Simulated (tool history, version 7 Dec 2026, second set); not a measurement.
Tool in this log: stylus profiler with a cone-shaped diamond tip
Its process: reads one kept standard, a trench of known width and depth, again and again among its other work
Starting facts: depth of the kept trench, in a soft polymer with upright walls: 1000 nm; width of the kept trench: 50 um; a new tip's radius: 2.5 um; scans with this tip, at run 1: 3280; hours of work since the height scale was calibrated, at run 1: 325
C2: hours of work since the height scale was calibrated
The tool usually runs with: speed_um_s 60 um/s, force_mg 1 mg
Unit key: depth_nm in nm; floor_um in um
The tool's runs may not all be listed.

{"run": 1, "hour": 0.0, "speed_um_s": 60, "force_mg": 1, "scans with this tip": 3280, "C2": 325, "depth_nm": 1006.23, "floor_um": 44.77}
{"run": 2, "hour": 15.4, "speed_um_s": 60, "force_mg": 1.68, "scans with this tip": 3358, "C2": 333, "depth_nm": 1008.47, "floor_um": 44.75}
{"run": 3, "hour": 27.5, "speed_um_s": 60, "force_mg": 2.04, "scans with this tip": 3419, "C2": 339, "depth_nm": 1009.04, "floor_um": 44.79}
{"run": 4, "hour": 43.0, "speed_um_s": 60, "force_mg": 0.54, "scans with this tip": 3497, "C2": 347, "depth_nm": 1004.07, "floor_um": 44.67}
{"run": 5, "hour": 58.8, "speed_um_s": 60, "force_mg": 0.54, "scans with this tip": 3576, "C2": 355, "depth_nm": 1004.28, "floor_um": 44.6}
{"run": 6, "hour": 76.1, "speed_um_s": 63, "force_mg": 1, "scans with this tip": 3663, "C2": 363, "depth_nm": 1005.76, "floor_um": 44.68}
{"hour": 77.5, "done": "height scale calibrated on a step standard"}
{"run": 7, "hour": 87.9, "speed_um_s": 63, "force_mg": 1, "scans with this tip": 3720, "C2": 5, "depth_nm": 1005.58, "floor_um": 44.63}
{"run": 8, "hour": 97.9, "speed_um_s": 43, "force_mg": 1, "scans with this tip": 3771, "C2": 10, "depth_nm": 1005.97, "floor_um": 44.67}
{"run": 9, "hour": 112.9, "speed_um_s": 63, "force_mg": 0.88, "scans with this tip": 3846, "C2": 18, "depth_nm": 1005.87, "floor_um": 44.59}
{"run": 10, "hour": 127.6, "speed_um_s": 43, "force_mg": 1.22, "scans with this tip": 3920, "C2": 25, "depth_nm": 1006.81, "floor_um": 44.7}
{"run": 11, "hour": 136.3, "speed_um_s": 28, "force_mg": 1.63, "scans with this tip": 3964, "C2": 29, "depth_nm": 1008.29, "floor_um": 44.65}
{"run": 12, "hour": 151.4, "speed_um_s": 130, "force_mg": 0.83, "scans with this tip": 4040, "C2": 37, "depth_nm": 1005.56, "floor_um": 44.36}
{"run": 13, "hour": 166.6, "speed_um_s": 130, "force_mg": 0.83, "scans with this tip": 4116, "C2": 44, "depth_nm": 1005.6, "floor_um": 44.32}
{"run": 14, "hour": 175.3, "speed_um_s": 28, "force_mg": 2.42, "scans with this tip": 4161, "C2": 49, "depth_nm": 1010.54, "floor_um": 44.7}

Predict each of these 5 candidate next runs independently; none follows another, all start after run 14:
{"hour": 177.0, "done": "height scale calibrated on a step standard, once more"}
{"run": "A", "hour": 193.0, "speed_um_s": 27, "force_mg": 0.93, "scans with this tip": 4247, "C2": 8, "depth_nm": "?", "floor_um": "?"}
{"hour": 177.0, "done": "height scale calibrated on a step standard, once more"}
{"run": "B", "hour": 193.0, "speed_um_s": 28, "force_mg": 0.57, "scans with this tip": 4247, "C2": 8, "depth_nm": "?", "floor_um": "?"}
{"hour": 177.0, "done": "height scale calibrated on a step standard, once more"}
{"run": "C", "hour": 193.0, "speed_um_s": 31, "force_mg": 2.42, "scans with this tip": 4247, "C2": 8, "depth_nm": "?", "floor_um": "?"}
{"hour": 177.0, "done": "height scale calibrated on a step standard, once more"}
{"run": "D", "hour": 193.0, "speed_um_s": 26, "force_mg": 2.42, "scans with this tip": 4247, "C2": 8, "depth_nm": "?", "floor_um": "?"}
{"hour": 177.0, "done": "height scale calibrated on a step standard, once more"}
{"run": "E", "hour": 193.0, "speed_um_s": 16, "force_mg": 1, "scans with this tip": 4247, "C2": 8, "depth_nm": "?", "floor_um": "?"}

run=A depth_nm=1005.24 floor_um=44.52
run=B depth_nm=1003.95 floor_um=44.56
run=C depth_nm=1009.8 floor_um=44.57
run=D depth_nm=1009.78 floor_um=44.61
run=E depth_nm=1005.24 floor_um=44.66
With the hidden condition removed and each run's random variation left untouched, the same runs would have given:
run=A depth_nm=1005.23 floor_um=45.83
run=B depth_nm=1003.94 floor_um=45.87
run=C depth_nm=1009.78 floor_um=45.88
run=D depth_nm=1009.76 floor_um=45.92
run=E depth_nm=1005.22 floor_um=45.98
